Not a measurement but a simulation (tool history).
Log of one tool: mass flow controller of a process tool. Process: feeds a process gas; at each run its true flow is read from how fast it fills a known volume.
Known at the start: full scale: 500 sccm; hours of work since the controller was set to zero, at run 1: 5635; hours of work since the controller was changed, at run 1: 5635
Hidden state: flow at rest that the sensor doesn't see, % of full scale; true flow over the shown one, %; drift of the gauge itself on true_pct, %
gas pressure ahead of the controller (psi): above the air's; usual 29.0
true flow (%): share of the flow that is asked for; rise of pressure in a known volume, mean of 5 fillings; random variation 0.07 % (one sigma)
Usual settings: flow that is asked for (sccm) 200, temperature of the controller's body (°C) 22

| run | hour | flow that is asked for (sccm) | gas pressure ahead of the controller (psi) | temperature of the controller's body (°C) | hours of work since the controller was set to zero | hours of work since the controller was changed | true flow (%) |
|---|---|---|---|---|---|---|---|
| 1 | 0.0 | 200 | 29.0 | 22 | 5635 | 5635 | 97.93 |
| 2 | 305.1 | 196 | 29.0 | 22 | 5799 | 5799 | 98.00 |
| 3 | 496.6 | 200 | 29.0 | 22 | 5901 | 5901 | 98.00 |
| 4 | 758.4 | 238 | 29.0 | 22 | 6042 | 6042 | 98.44 |
| 5 | 1114.9 | 200 | 29.0 | 22 | 6233 | 6233 | 98.16 |
| 6 | 1345.2 | 200 | 29.0 | 22 | 6357 | 6357 | 98.21 |
| 7 | 1645.9 | 200 | 29.0 | 22 | 6519 | 6519 | 98.35 |
| 8 | 1850.6 | 200 | 29.0 | 22 | 6629 | 6629 | 98.25 |
| 9 | 2075.1 | 200 | 29.0 | 22 | 6749 | 6749 | 98.37 |
| 10 | 2404.2 | 200 | 29.0 | 22 | 6926 | 6926 | 98.46 |
| 11 | 2570.0 | 200 | 29.0 | 22 | 7015 | 7015 | 98.54 |
| 12 | 2811.2 | 200 | 29.0 | 22 | 7144 | 7144 | 98.57 |
| 13 | 3093.9 | 200 | 29.0 | 22 | 7296 | 7296 | 98.80 |
| 14 | 3239.7 | 200 | 29.0 | 22 | 7374 | 7374 | 98.73 |
| 15 | 3521.3 | 200 | 29.0 | 22 | 7526 | 7526 | 98.80 |
| 16 | 3735.7 | 200 | 29.0 | 22 | 7641 | 7641 | 98.87 |
| 17 | 4057.2 | 200 | 29.0 | 22 | 7813 | 7813 | 98.98 |
| 18 | 4296.0 | 200 | 29.0 | 22 | 7942 | 7942 | 98.85 |
| 19 | 4449.2 | 200 | 29.0 | 22 | 8024 | 8024 | 99.06 |
| 20 | 4630.5 | 200 | 29.0 | 22 | 8121 | 8121 | 99.06 |
| 21 | 4877.6 | 200 | 29.0 | 22 | 8254 | 8254 | 99.26 |
| 22 | 5070.1 | 93 | 29.0 | 22 | 8357 | 8357 | 98.57 |
| 23 | 5293.7 | 200 | 29.0 | 22 | 8477 | 8477 | 99.40 |
| 24 | 5581.5 | 200 | 29.0 | 22 | 8632 | 8632 | 99.27 |
| 25 | 5832.5 | 200 | 29.0 | 30 | 8767 | 8767 | 100.28 |
|  | 6004.4 | controller's zero set anew |
| 26 | 6029.3 | 109 | 35.0 | 38 | 13 | 8872 | 100.96 |
| 27 | 6359.5 | 109 | 25.1 | 23 | 191 | 9049 | 98.89 |
| 28 | 6503.2 | 109 | 25.1 | 23 | 268 | 9127 | 98.88 |
| 29 | 6708.5 | 67 | 29.0 | 21 | 378 | 9237 | 98.52 |
| 30 | 7004.0 | 67 | 29.0 | 21 | 537 | 9396 | 98.78 |
| 31 | 7333.1 | 60 | 38.0 | 35 | 713 | 9572 | 100.80 |
| 32 | 7672.6 | 60 | 38.0 | 26 | 896 | 9755 | 99.74 |
| 33 | 7958.7 | 200 | 21.5 | 33 | 1049 | 9908 | 100.82 |
| 34 | 8230.5 | 55 | 24.5 | 36 | 1195 | 10054 | 100.48 |
| 35 | 8463.1 | 180 | 25.5 | 36 | 1320 | 10179 | 101.15 |
|  | 8565.1 | gauge calibrated |
| 36 | 8700.2 | 235 | 29.0 | 33 | 1448 | 10306 | 99.45 |
| 37 | 8940.8 | 200 | 29.0 | 36 | 1577 | 10436 | 99.58 |
| 38 | 9132.5 | 54 | 23.9 | 21 | 1680 | 10539 | 96.84 |
| 39 | 9370.2 | 54 | 23.9 | 21 | 1807 | 10666 | 96.99 |
| 40 | 9545.1 | 54 | 23.9 | 21 | 1901 | 10760 | 96.97 |
| 41 | 9750.9 | 176 | 23.9 | 25 | 2012 | 10871 | 98.19 |
| 42 | 10053.9 | 176 | 23.9 | 25 | 2174 | 11033 | 98.28 |
| 43 | 10242.5 | 83 | 29.3 | 36 | 2276 | 11135 | 99.21 |
| 44 | 10408.2 | 83 | 29.3 | 36 | 2365 | 11224 | 99.32 |
| 45 | 10570.6 | 83 | 29.3 | 21 | 2452 | 11311 | 97.61 |
| 46 | 10816.6 | 67 | 29.0 | 26 | 2584 | 11443 | 98.09 |
| 47 | 11088.1 | 67 | 29.0 | 26 | 2730 | 11589 | 98.25 |
| 48 | 11385.9 | 67 | 29.0 | 26 | 2890 | 11749 | 98.32 |

3 ways to go on from here, each from the tool as it stands after run 48. What would each give?
| A | 11732.9 | 67 | 29.0 | 36 | 3076 | 11935 | ? |
| B | 11732.9 | 67 | 20.9 | 26 | 3076 | 11935 | ? |
| C | 11732.9 | 257 | 29.0 | 23 | 3076 | 11935 | ? |

| run | true flow (%) |
|---|---|
| A | 99.52 |
| B | 98.02 |
| C | 99.34 |
Without the tool's hidden state the same runs would have given:
| run | true flow (%) |
|---|---|
| A | 98.76 |
| B | 97.28 |
| C | 98.59 |

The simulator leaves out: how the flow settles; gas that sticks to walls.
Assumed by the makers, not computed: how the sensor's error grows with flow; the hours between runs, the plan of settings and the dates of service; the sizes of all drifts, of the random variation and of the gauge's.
